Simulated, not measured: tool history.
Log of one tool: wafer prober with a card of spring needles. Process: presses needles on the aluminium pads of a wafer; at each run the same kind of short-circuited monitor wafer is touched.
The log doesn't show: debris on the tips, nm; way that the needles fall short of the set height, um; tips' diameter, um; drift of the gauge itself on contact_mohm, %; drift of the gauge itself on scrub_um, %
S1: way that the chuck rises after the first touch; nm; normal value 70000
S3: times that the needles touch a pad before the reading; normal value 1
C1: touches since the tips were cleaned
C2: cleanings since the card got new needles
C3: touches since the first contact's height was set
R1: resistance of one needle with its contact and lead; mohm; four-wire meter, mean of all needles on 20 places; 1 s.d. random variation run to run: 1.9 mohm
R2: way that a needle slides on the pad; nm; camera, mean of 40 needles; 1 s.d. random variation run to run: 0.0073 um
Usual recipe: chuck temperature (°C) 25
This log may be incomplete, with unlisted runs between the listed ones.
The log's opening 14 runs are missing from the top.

-- day=14.667 tips cleaned on abrasive film
-- day=15.242 tips cleaned on abrasive film
run 15 day=15.446 | S1=70000 chuck_temperature_(°C)=25 S3=1 | C1=2731 C2=57 C3=55903 | R1=234 R2=13495
-- day=15.829 tips cleaned on abrasive film
-- day=16.258 height of the first contact set anew
run 16 day=16.304 | S1=70000 chuck_temperature_(°C)=25 S3=1 | C1=6209 C2=58 C3=577 | R1=264 R2=13616
-- day=16.379 tips cleaned on abrasive film
-- day=16.988 tips cleaned on abrasive film
run 17 day=17.071 | S1=75000 chuck_temperature_(°C)=109 S3=1 | C1=1130 C2=60 C3=10880 | R1=231 R2=14547
-- day=17.6 tips cleaned on abrasive film
run 18 day=17.812 | S1=75000 chuck_temperature_(°C)=109 S3=1 | C1=2879 C2=61 C3=20812 | R1=254 R2=14537
-- day=18.233 tips cleaned on abrasive film
run 19 day=18.658 | S1=75000 chuck_temperature_(°C)=109 S3=1 | C1=5772 C2=62 C3=32240 | R1=263 R2=14512
-- day=18.762 tips cleaned on abrasive film
-- day=19.321 tips cleaned on abrasive film
run 20 day=19.708 | S1=63000 chuck_temperature_(°C)=52 S3=1 | C1=5264 C2=64 C3=46332 | R1=280 R2=12148
-- day=19.95 tips cleaned on abrasive film
run 21 day=20.417 | S1=89000 chuck_temperature_(°C)=124 S3=1 | C1=6358 C2=65 C3=55856 | R1=255 R2=17199
-- day=20.55 tips cleaned on abrasive film
-- day=21.1 tips cleaned on abrasive film
-- day=21.242 height of the first contact set anew
run 22 day=21.329 | S1=53000 chuck_temperature_(°C)=29 S3=1 | C1=2925 C2=67 C3=1199 | R1=276 R2=10308
-- day=21.717 tips cleaned on abrasive film
-- day=22.238 tips cleaned on abrasive film
run 23 day=22.292 | S1=53000 chuck_temperature_(°C)=29 S3=1 | C1=749 C2=69 C3=14107 | R1=242 R2=10273
-- day=22.821 tips cleaned on abrasive film
-- day=23.396 tips cleaned on abrasive film
run 24 day=23.621 | S1=58000 chuck_temperature_(°C)=55 S3=2 | C1=3024 C2=71 C3=31942 | R1=253 R2=11202
-- day=23.942 tips cleaned on abrasive film
-- day=24.546 tips cleaned on abrasive film
-- day=25.1 tips cleaned on abrasive film
run 25 day=25.117 | S1=70000 chuck_temperature_(°C)=71 S3=1 | C1=228 C2=74 C3=52047 | R1=221 R2=13493
-- day=25.688 tips cleaned on abrasive film
run 26 day=25.992 | S1=76000 chuck_temperature_(°C)=31 S3=2 | C1=4101 C2=75 C3=63810 | R1=228 R2=14639
-- day=26.25 tips cleaned on abrasive film
-- day=26.262 height of the first contact set anew
-- day=26.825 tips cleaned on abrasive film
run 27 day=27.15 | S1=73000 chuck_temperature_(°C)=31 S3=2 | C1=4382 C2=77 C3=11926 | R1=234 R2=14169
-- day=27.375 tips cleaned on abrasive film
-- day=27.954 tips cleaned on abrasive film
run 28 day=28.417 | S1=73000 chuck_temperature_(°C)=29 S3=3 | C1=6274 C2=79 C3=28966 | R1=223 R2=14156
-- day=28.55 tips cleaned on abrasive film
-- day=29.142 tips cleaned on abrasive film
-- day=29.729 tips cleaned on abrasive film
run 29 day=29.858 | S1=68000 chuck_temperature_(°C)=36 S3=1 | C1=1742 C2=82 C3=48310 | R1=238 R2=13126
-- day=30.296 tips cleaned on abrasive film
-- day=30.817 tips cleaned on abrasive film
run 30 day=31.029 | S1=51000 chuck_temperature_(°C)=25 S3=2 | C1=2892 C2=84 C3=64009 | R1=261 R2=9803
-- day=31.275 height of the first contact set anew
-- day=31.35 tips cleaned on abrasive film
-- day=31.912 tips cleaned on abrasive film
run 31 day=32.396 | S1=51000 chuck_temperature_(°C)=25 S3=2 | C1=6535 C2=86 C3=15061 | R1=283 R2=9883

What if the next run were any one of these 3? Each begins from the tool's condition after run 31:
-- day=32.521 tips cleaned on abrasive film
-- day=33.108 tips cleaned on abrasive film
run A day=33.512 | S1=50000 chuck_temperature_(°C)=77 S3=1 | C1=5492 C2=88 C3=30077 | R1=? R2=?
-- day=32.521 tips cleaned on abrasive film
-- day=33.108 tips cleaned on abrasive film
run B day=33.512 | S1=51000 chuck_temperature_(°C)=51 S3=2 | C1=5492 C2=88 C3=30077 | R1=? R2=?
-- day=32.521 tips cleaned on abrasive film
-- day=33.108 tips cleaned on abrasive film
run C day=33.512 | S1=83000 chuck_temperature_(°C)=100 S3=3 | C1=5492 C2=88 C3=30077 | R1=? R2=?

run=A R1=341 R2=9651
run=B R1=285 R2=9850
run=C R1=231 R2=16083
Without the tool's unlogged condition, the same runs would have read:
run=A R1=224 R2=9718
run=B R1=213 R2=9917
run=C R1=212 R2=16149
